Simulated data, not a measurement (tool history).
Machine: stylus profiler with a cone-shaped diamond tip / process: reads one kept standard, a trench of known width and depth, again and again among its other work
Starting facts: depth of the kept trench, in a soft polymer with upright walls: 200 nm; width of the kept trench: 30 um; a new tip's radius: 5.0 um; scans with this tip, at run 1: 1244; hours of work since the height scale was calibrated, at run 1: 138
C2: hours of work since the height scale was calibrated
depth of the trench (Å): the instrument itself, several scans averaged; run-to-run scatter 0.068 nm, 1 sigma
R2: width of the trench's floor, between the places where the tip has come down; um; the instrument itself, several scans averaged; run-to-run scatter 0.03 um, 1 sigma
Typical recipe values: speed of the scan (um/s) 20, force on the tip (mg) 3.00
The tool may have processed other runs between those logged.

{"run": 1, "hour": 0.0, "speed of the scan (um/s)": 20, "force on the tip (mg)": 3.0, "scans with this tip": 1244, "C2": 138, "depth of the trench (Å)": 2025.3, "R2": 27.15}
{"run": 2, "hour": 140.4, "speed of the scan (um/s)": 75, "force on the tip (mg)": 3.0, "scans with this tip": 2134, "C2": 237, "depth of the trench (Å)": 2025.1, "R2": 26.91}
{"run": 3, "hour": 222.1, "speed of the scan (um/s)": 75, "force on the tip (mg)": 3.0, "scans with this tip": 2653, "C2": 295, "depth of the trench (Å)": 2024.1, "R2": 26.89}
{"run": 4, "hour": 350.7, "speed of the scan (um/s)": 75, "force on the tip (mg)": 3.0, "scans with this tip": 3468, "C2": 386, "depth of the trench (Å)": 2024.9, "R2": 26.89}
{"run": 5, "hour": 492.8, "speed of the scan (um/s)": 75, "force on the tip (mg)": 3.0, "scans with this tip": 4369, "C2": 486, "depth of the trench (Å)": 2024.4, "R2": 26.87}
{"run": 6, "hour": 631.2, "speed of the scan (um/s)": 75, "force on the tip (mg)": 3.0, "scans with this tip": 5247, "C2": 584, "depth of the trench (Å)": 2025.6, "R2": 26.88}
{"run": 7, "hour": 695.4, "speed of the scan (um/s)": 75, "force on the tip (mg)": 3.0, "scans with this tip": 5654, "C2": 629, "depth of the trench (Å)": 2024.9, "R2": 26.92}
{"run": 8, "hour": 818.9, "speed of the scan (um/s)": 75, "force on the tip (mg)": 3.0, "scans with this tip": 6437, "C2": 716, "depth of the trench (Å)": 2024.7, "R2": 26.88}
{"run": 9, "hour": 928.6, "speed of the scan (um/s)": 20, "force on the tip (mg)": 6.36, "scans with this tip": 7133, "C2": 793, "depth of the trench (Å)": 2041.2, "R2": 27.16}
{"run": 10, "hour": 1000.4, "speed of the scan (um/s)": 20, "force on the tip (mg)": 6.36, "scans with this tip": 7588, "C2": 844, "depth of the trench (Å)": 2041.3, "R2": 27.14}
{"run": 11, "hour": 1121.0, "speed of the scan (um/s)": 20, "force on the tip (mg)": 6.36, "scans with this tip": 8352, "C2": 929, "depth of the trench (Å)": 2041.2, "R2": 27.15}
{"run": 12, "hour": 1204.4, "speed of the scan (um/s)": 20, "force on the tip (mg)": 3.0, "scans with this tip": 8882, "C2": 988, "depth of the trench (Å)": 2025.2, "R2": 27.1}
{"run": 13, "hour": 1350.4, "speed of the scan (um/s)": 20, "force on the tip (mg)": 3.0, "scans with this tip": 9808, "C2": 1091, "depth of the trench (Å)": 2023.9, "R2": 27.07}
{"run": 14, "hour": 1492.3, "speed of the scan (um/s)": 20, "force on the tip (mg)": 3.0, "scans with this tip": 10707, "C2": 1191, "depth of the trench (Å)": 2025.9, "R2": 27.04}
{"run": 15, "hour": 1630.6, "speed of the scan (um/s)": 20, "force on the tip (mg)": 4.78, "scans with this tip": 11584, "C2": 1288, "depth of the trench (Å)": 2034.0, "R2": 27.09}
{"run": 16, "hour": 1764.4, "speed of the scan (um/s)": 20, "force on the tip (mg)": 8.83, "scans with this tip": 12433, "C2": 1383, "depth of the trench (Å)": 2051.2, "R2": 27.15}
{"run": 17, "hour": 1847.2, "speed of the scan (um/s)": 20, "force on the tip (mg)": 8.83, "scans with this tip": 12958, "C2": 1441, "depth of the trench (Å)": 2051.1, "R2": 27.08}
{"run": 18, "hour": 1924.5, "speed of the scan (um/s)": 20, "force on the tip (mg)": 3.0, "scans with this tip": 13448, "C2": 1496, "depth of the trench (Å)": 2025.7, "R2": 27.13}
{"run": 19, "hour": 2037.8, "speed of the scan (um/s)": 20, "force on the tip (mg)": 3.0, "scans with this tip": 14166, "C2": 1576, "depth of the trench (Å)": 2025.4, "R2": 27.11}
{"run": 20, "hour": 2111.2, "speed of the scan (um/s)": 20, "force on the tip (mg)": 3.0, "scans with this tip": 14632, "C2": 1627, "depth of the trench (Å)": 2025.4, "R2": 27.07}
{"run": 21, "hour": 2232.6, "speed of the scan (um/s)": 20, "force on the tip (mg)": 3.0, "scans with this tip": 15402, "C2": 1713, "depth of the trench (Å)": 2026.7, "R2": 27.11}
{"run": 22, "hour": 2297.3, "speed of the scan (um/s)": 20, "force on the tip (mg)": 3.0, "scans with this tip": 15812, "C2": 1759, "depth of the trench (Å)": 2024.2, "R2": 27.13}
{"run": 23, "hour": 2374.7, "speed of the scan (um/s)": 20, "force on the tip (mg)": 3.37, "scans with this tip": 16303, "C2": 1813, "depth of the trench (Å)": 2025.6, "R2": 27.17}
{"run": 24, "hour": 2443.2, "speed of the scan (um/s)": 14, "force on the tip (mg)": 1.04, "scans with this tip": 16737, "C2": 1862, "depth of the trench (Å)": 2012.7, "R2": 27.12}
{"run": 25, "hour": 2591.3, "speed of the scan (um/s)": 73, "force on the tip (mg)": 1.19, "scans with this tip": 17676, "C2": 1966, "depth of the trench (Å)": 2013.1, "R2": 26.69}
{"run": 26, "hour": 2656.0, "speed of the scan (um/s)": 24, "force on the tip (mg)": 1.37, "scans with this tip": 18086, "C2": 2012, "depth of the trench (Å)": 2015.7, "R2": 27.02}
{"run": 27, "hour": 2804.1, "speed of the scan (um/s)": 24, "force on the tip (mg)": 7.23, "scans with this tip": 19026, "C2": 2116, "depth of the trench (Å)": 2044.2, "R2": 27.12}
{"run": 28, "hour": 2873.7, "speed of the scan (um/s)": 35, "force on the tip (mg)": 4.76, "scans with this tip": 19467, "C2": 2165, "depth of the trench (Å)": 2034.8, "R2": 27.11}
{"run": 29, "hour": 2977.0, "speed of the scan (um/s)": 5, "force on the tip (mg)": 1.04, "scans with this tip": 20122, "C2": 2238, "depth of the trench (Å)": 2010.9, "R2": 27.12}
{"hour": 3046.2, "done": "height scale calibrated on a step standard"}
{"run": 30, "hour": 3071.4, "speed of the scan (um/s)": 32, "force on the tip (mg)": 5.91, "scans with this tip": 20717, "C2": 18, "depth of the trench (Å)": 2039.0, "R2": 27.04}
{"run": 31, "hour": 3165.5, "speed of the scan (um/s)": 32, "force on the tip (mg)": 5.91, "scans with this tip": 21314, "C2": 84, "depth of the trench (Å)": 2038.1, "R2": 27.04}
{"run": 32, "hour": 3309.5, "speed of the scan (um/s)": 73, "force on the tip (mg)": 5.29, "scans with this tip": 22227, "C2": 186, "depth of the trench (Å)": 2036.2, "R2": 26.94}
{"run": 33, "hour": 3422.3, "speed of the scan (um/s)": 9, "force on the tip (mg)": 3.04, "scans with this tip": 22943, "C2": 265, "depth of the trench (Å)": 2025.2, "R2": 27.17}
{"run": 34, "hour": 3566.8, "speed of the scan (um/s)": 9, "force on the tip (mg)": 3.04, "scans with this tip": 23859, "C2": 367, "depth of the trench (Å)": 2024.6, "R2": 27.11}
{"run": 35, "hour": 3640.9, "speed of the scan (um/s)": 37, "force on the tip (mg)": 1.16, "scans with this tip": 24329, "C2": 419, "depth of the trench (Å)": 2012.7, "R2": 26.92}
{"run": 36, "hour": 3776.6, "speed of the scan (um/s)": 10, "force on the tip (mg)": 3.53, "scans with this tip": 25189, "C2": 515, "depth of the trench (Å)": 2027.3, "R2": 27.19}
{"run": 37, "hour": 3856.8, "speed of the scan (um/s)": 10, "force on the tip (mg)": 3.53, "scans with this tip": 25698, "C2": 572, "depth of the trench (Å)": 2028.6, "R2": 27.16}
{"run": 38, "hour": 3938.4, "speed of the scan (um/s)": 17, "force on the tip (mg)": 7.0, "scans with this tip": 26216, "C2": 629, "depth of the trench (Å)": 2044.2, "R2": 27.14}
{"run": 39, "hour": 4067.3, "speed of the scan (um/s)": 20, "force on the tip (mg)": 1.63, "scans with this tip": 27033, "C2": 720, "depth of the trench (Å)": 2017.2, "R2": 27.08}
{"run": 40, "hour": 4135.8, "speed of the scan (um/s)": 55, "force on the tip (mg)": 1.37, "scans with this tip": 27467, "C2": 769, "depth of the trench (Å)": 2014.3, "R2": 26.88}
{"run": 41, "hour": 4222.9, "speed of the scan (um/s)": 14, "force on the tip (mg)": 2.35, "scans with this tip": 28020, "C2": 830, "depth of the trench (Å)": 2020.3, "R2": 27.18}
{"run": 42, "hour": 4309.0, "speed of the scan (um/s)": 19, "force on the tip (mg)": 3.0, "scans with this tip": 28565, "C2": 891, "depth of the trench (Å)": 2024.1, "R2": 27.09}
{"run": 43, "hour": 4432.9, "speed of the scan (um/s)": 27, "force on the tip (mg)": 1.18, "scans with this tip": 29351, "C2": 978, "depth of the trench (Å)": 2013.7, "R2": 27.03}
{"run": 44, "hour": 4555.3, "speed of the scan (um/s)": 27, "force on the tip (mg)": 1.18, "scans with this tip": 30128, "C2": 1064, "depth of the trench (Å)": 2013.7, "R2": 27.03}
{"run": 45, "hour": 4640.8, "speed of the scan (um/s)": 9, "force on the tip (mg)": 3.3, "scans with this tip": 30670, "C2": 1125, "depth of the trench (Å)": 2027.3, "R2": 27.16}
{"run": 46, "hour": 4708.2, "speed of the scan (um/s)": 56, "force on the tip (mg)": 3.13, "scans with this tip": 31097, "C2": 1172, "depth of the trench (Å)": 2025.4, "R2": 26.93}

Predict each of these 4 candidate next runs independently; none follows another, all start after run 46:
{"run": "A", "hour": 4777.8, "speed of the scan (um/s)": 15, "force on the tip (mg)": 6.29, "scans with this tip": 31538, "C2": 1221, "depth of the trench (Å)": "?", "R2": "?"}
{"run": "B", "hour": 4777.8, "speed of the scan (um/s)": 38, "force on the tip (mg)": 3.08, "scans with this tip": 31538, "C2": 1221, "depth of the trench (Å)": "?", "R2": "?"}
{"run": "C", "hour": 4777.8, "speed of the scan (um/s)": 24, "force on the tip (mg)": 1.71, "scans with this tip": 31538, "C2": 1221, "depth of the trench (Å)": "?", "R2": "?"}
{"run": "D", "hour": 4777.8, "speed of the scan (um/s)": 8, "force on the tip (mg)": 3.45, "scans with this tip": 31538, "C2": 1221, "depth of the trench (Å)": "?", "R2": "?"}

run=A depth_of_the_trench_(Å)=2040.0 R2=27.12
run=B depth_of_the_trench_(Å)=2024.7 R2=26.96
run=C depth_of_the_trench_(Å)=2016.7 R2=27.07
run=D depth_of_the_trench_(Å)=2026.7 R2=27.18
With the hidden condition removed and each run's random variation left untouched, the same runs would have given:
run=A depth_of_the_trench_(Å)=2039.9 R2=27.13
run=B depth_of_the_trench_(Å)=2024.6 R2=26.98
run=C depth_of_the_trench_(Å)=2016.6 R2=27.08
run=D depth_of_the_trench_(Å)=2026.6 R2=27.20

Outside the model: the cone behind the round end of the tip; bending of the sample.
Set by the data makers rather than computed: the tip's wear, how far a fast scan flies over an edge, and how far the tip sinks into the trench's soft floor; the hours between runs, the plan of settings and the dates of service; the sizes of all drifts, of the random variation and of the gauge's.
